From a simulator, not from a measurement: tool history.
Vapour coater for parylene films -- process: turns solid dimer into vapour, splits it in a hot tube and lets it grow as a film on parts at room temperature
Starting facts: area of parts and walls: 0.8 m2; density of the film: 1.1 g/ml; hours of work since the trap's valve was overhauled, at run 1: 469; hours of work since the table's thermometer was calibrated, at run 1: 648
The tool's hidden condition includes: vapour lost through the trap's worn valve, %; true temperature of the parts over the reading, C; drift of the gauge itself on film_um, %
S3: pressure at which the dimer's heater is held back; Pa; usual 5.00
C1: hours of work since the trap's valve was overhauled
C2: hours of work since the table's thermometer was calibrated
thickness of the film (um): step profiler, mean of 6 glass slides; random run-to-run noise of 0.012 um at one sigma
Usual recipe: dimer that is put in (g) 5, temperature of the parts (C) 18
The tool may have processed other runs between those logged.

run 1 hour=0.0 | dimer_that_is_put_in_(g)=5 temperature_of_the_parts_(C)=18 S3=5.00 | C1=469 C2=648 | thickness_of_the_film_(um)=3.25
run 2 hour=39.7 | dimer_that_is_put_in_(g)=5 temperature_of_the_parts_(C)=18 S3=5.00 | C1=504 C2=683 | thickness_of_the_film_(um)=3.24
run 3 hour=66.8 | dimer_that_is_put_in_(g)=5 temperature_of_the_parts_(C)=18 S3=5.00 | C1=528 C2=707 | thickness_of_the_film_(um)=3.25
run 4 hour=98.9 | dimer_that_is_put_in_(g)=5 temperature_of_the_parts_(C)=18 S3=5.00 | C1=557 C2=736 | thickness_of_the_film_(um)=3.24
run 5 hour=145.7 | dimer_that_is_put_in_(g)=5 temperature_of_the_parts_(C)=18 S3=5.00 | C1=599 C2=778 | thickness_of_the_film_(um)=3.24
run 6 hour=170.3 | dimer_that_is_put_in_(g)=5 temperature_of_the_parts_(C)=18 S3=5.00 | C1=621 C2=800 | thickness_of_the_film_(um)=3.23
run 7 hour=209.5 | dimer_that_is_put_in_(g)=5 temperature_of_the_parts_(C)=18 S3=5.00 | C1=656 C2=835 | thickness_of_the_film_(um)=3.18
-- hour=221.7 trap's valve overhauled
run 8 hour=251.4 | dimer_that_is_put_in_(g)=5 temperature_of_the_parts_(C)=16 S3=5.00 | C1=27 C2=869 | thickness_of_the_film_(um)=3.64
run 9 hour=282.9 | dimer_that_is_put_in_(g)=5 temperature_of_the_parts_(C)=18 S3=10.62 | C1=55 C2=897 | thickness_of_the_film_(um)=2.95
run 10 hour=306.7 | dimer_that_is_put_in_(g)=4 temperature_of_the_parts_(C)=18 S3=5.00 | C1=76 C2=918 | thickness_of_the_film_(um)=2.72
run 11 hour=350.4 | dimer_that_is_put_in_(g)=4 temperature_of_the_parts_(C)=18 S3=5.00 | C1=115 C2=957 | thickness_of_the_film_(um)=2.70
run 12 hour=378.2 | dimer_that_is_put_in_(g)=4 temperature_of_the_parts_(C)=18 S3=5.00 | C1=140 C2=982 | thickness_of_the_film_(um)=2.70
run 13 hour=403.1 | dimer_that_is_put_in_(g)=3 temperature_of_the_parts_(C)=18 S3=5.00 | C1=162 C2=1004 | thickness_of_the_film_(um)=2.03
run 14 hour=428.8 | dimer_that_is_put_in_(g)=3 temperature_of_the_parts_(C)=18 S3=5.00 | C1=185 C2=1027 | thickness_of_the_film_(um)=2.02
run 15 hour=475.0 | dimer_that_is_put_in_(g)=3 temperature_of_the_parts_(C)=18 S3=5.00 | C1=226 C2=1069 | thickness_of_the_film_(um)=2.01
run 16 hour=503.4 | dimer_that_is_put_in_(g)=3 temperature_of_the_parts_(C)=18 S3=5.00 | C1=252 C2=1094 | thickness_of_the_film_(um)=2.02
run 17 hour=528.4 | dimer_that_is_put_in_(g)=5 temperature_of_the_parts_(C)=18 S3=5.00 | C1=274 C2=1116 | thickness_of_the_film_(um)=3.35
run 18 hour=551.3 | dimer_that_is_put_in_(g)=5 temperature_of_the_parts_(C)=18 S3=5.00 | C1=295 C2=1137 | thickness_of_the_film_(um)=3.34
run 19 hour=592.5 | dimer_that_is_put_in_(g)=5 temperature_of_the_parts_(C)=18 S3=5.00 | C1=331 C2=1174 | thickness_of_the_film_(um)=3.34
run 20 hour=629.9 | dimer_that_is_put_in_(g)=3 temperature_of_the_parts_(C)=18 S3=5.00 | C1=365 C2=1207 | thickness_of_the_film_(um)=1.98
run 21 hour=668.6 | dimer_that_is_put_in_(g)=5 temperature_of_the_parts_(C)=24 S3=5.00 | C1=399 C2=1242 | thickness_of_the_film_(um)=2.75
run 22 hour=707.1 | dimer_that_is_put_in_(g)=5 temperature_of_the_parts_(C)=24 S3=5.00 | C1=434 C2=1276 | thickness_of_the_film_(um)=2.73
run 23 hour=741.0 | dimer_that_is_put_in_(g)=5 temperature_of_the_parts_(C)=18 S3=2.40 | C1=464 C2=1306 | thickness_of_the_film_(um)=3.78
run 24 hour=774.1 | dimer_that_is_put_in_(g)=5 temperature_of_the_parts_(C)=18 S3=2.40 | C1=494 C2=1336 | thickness_of_the_film_(um)=3.81
run 25 hour=814.6 | dimer_that_is_put_in_(g)=5 temperature_of_the_parts_(C)=19 S3=5.00 | C1=530 C2=1372 | thickness_of_the_film_(um)=3.16
run 26 hour=839.0 | dimer_that_is_put_in_(g)=5 temperature_of_the_parts_(C)=27 S3=7.28 | C1=552 C2=1394 | thickness_of_the_film_(um)=2.29
run 27 hour=875.6 | dimer_that_is_put_in_(g)=4 temperature_of_the_parts_(C)=12 S3=7.28 | C1=584 C2=1427 | thickness_of_the_film_(um)=2.94
run 28 hour=897.2 | dimer_that_is_put_in_(g)=5 temperature_of_the_parts_(C)=15 S3=11.23 | C1=604 C2=1446 | thickness_of_the_film_(um)=3.06
run 29 hour=933.4 | dimer_that_is_put_in_(g)=5 temperature_of_the_parts_(C)=21 S3=8.82 | C1=636 C2=1478 | thickness_of_the_film_(um)=2.64
-- hour=969.3 trap's valve overhauled
run 30 hour=971.9 | dimer_that_is_put_in_(g)=2 temperature_of_the_parts_(C)=13 S3=5.00 | C1=2 C2=1509 | thickness_of_the_film_(um)=1.60
run 31 hour=995.5 | dimer_that_is_put_in_(g)=2 temperature_of_the_parts_(C)=13 S3=5.00 | C1=23 C2=1530 | thickness_of_the_film_(um)=1.60
run 32 hour=1016.1 | dimer_that_is_put_in_(g)=3 temperature_of_the_parts_(C)=18 S3=4.30 | C1=42 C2=1549 | thickness_of_the_film_(um)=2.12
run 33 hour=1061.7 | dimer_that_is_put_in_(g)=5 temperature_of_the_parts_(C)=29 S3=4.87 | C1=83 C2=1589 | thickness_of_the_film_(um)=2.42
run 34 hour=1106.5 | dimer_that_is_put_in_(g)=9 temperature_of_the_parts_(C)=29 S3=4.87 | C1=123 C2=1630 | thickness_of_the_film_(um)=4.34
run 35 hour=1142.4 | dimer_that_is_put_in_(g)=9 temperature_of_the_parts_(C)=29 S3=4.87 | C1=155 C2=1662 | thickness_of_the_film_(um)=4.32
run 36 hour=1168.7 | dimer_that_is_put_in_(g)=9 temperature_of_the_parts_(C)=29 S3=4.87 | C1=178 C2=1685 | thickness_of_the_film_(um)=4.31
run 37 hour=1210.5 | dimer_that_is_put_in_(g)=5 temperature_of_the_parts_(C)=11 S3=12.00 | C1=216 C2=1722 | thickness_of_the_film_(um)=3.57
run 38 hour=1234.8 | dimer_that_is_put_in_(g)=5 temperature_of_the_parts_(C)=11 S3=10.88 | C1=237 C2=1744 | thickness_of_the_film_(um)=3.60
run 39 hour=1269.7 | dimer_that_is_put_in_(g)=5 temperature_of_the_parts_(C)=11 S3=10.88 | C1=268 C2=1775 | thickness_of_the_film_(um)=3.60
run 40 hour=1296.6 | dimer_that_is_put_in_(g)=5 temperature_of_the_parts_(C)=29 S3=7.01 | C1=293 C2=1799 | thickness_of_the_film_(um)=2.22
run 41 hour=1325.0 | dimer_that_is_put_in_(g)=5 temperature_of_the_parts_(C)=22 S3=7.27 | C1=318 C2=1825 | thickness_of_the_film_(um)=2.73
-- hour=1335.8 table's thermometer calibrated
run 42 hour=1365.5 | dimer_that_is_put_in_(g)=8 temperature_of_the_parts_(C)=18 S3=5.00 | C1=353 C2=27 | thickness_of_the_film_(um)=5.28
run 43 hour=1387.7 | dimer_that_is_put_in_(g)=3 temperature_of_the_parts_(C)=18 S3=3.94 | C1=373 C2=46 | thickness_of_the_film_(um)=2.06
run 44 hour=1418.9 | dimer_that_is_put_in_(g)=3 temperature_of_the_parts_(C)=25 S3=3.94 | C1=401 C2=74 | thickness_of_the_film_(um)=1.66
run 45 hour=1459.6 | dimer_that_is_put_in_(g)=3 temperature_of_the_parts_(C)=25 S3=3.94 | C1=437 C2=111 | thickness_of_the_film_(um)=1.65
run 46 hour=1492.6 | dimer_that_is_put_in_(g)=8 temperature_of_the_parts_(C)=29 S3=9.95 | C1=467 C2=140 | thickness_of_the_film_(um)=3.20

Predict each of these 4 candidate next runs independently; none follows another, all start after run 46:
run A hour=1523.0 | dimer_that_is_put_in_(g)=6 temperature_of_the_parts_(C)=27 S3=3.62 | C1=494 C2=167 | thickness_of_the_film_(um)=?
run B hour=1523.0 | dimer_that_is_put_in_(g)=9 temperature_of_the_parts_(C)=29 S3=10.00 | C1=494 C2=167 | thickness_of_the_film_(um)=?
run C hour=1523.0 | dimer_that_is_put_in_(g)=3 temperature_of_the_parts_(C)=18 S3=5.00 | C1=494 C2=167 | thickness_of_the_film_(um)=?
run D hour=1523.0 | dimer_that_is_put_in_(g)=9 temperature_of_the_parts_(C)=18 S3=7.20 | C1=494 C2=167 | thickness_of_the_film_(um)=?

run=A thickness_of_the_film_(um)=3.13
run=B thickness_of_the_film_(um)=3.61
run=C thickness_of_the_film_(um)=1.97
run=D thickness_of_the_film_(um)=5.45
With no hidden state in the tool, these same runs would have given:
run=A thickness_of_the_film_(um)=3.27
run=B thickness_of_the_film_(um)=3.76
run=C thickness_of_the_film_(um)=2.05
run=D thickness_of_the_film_(um)=5.69
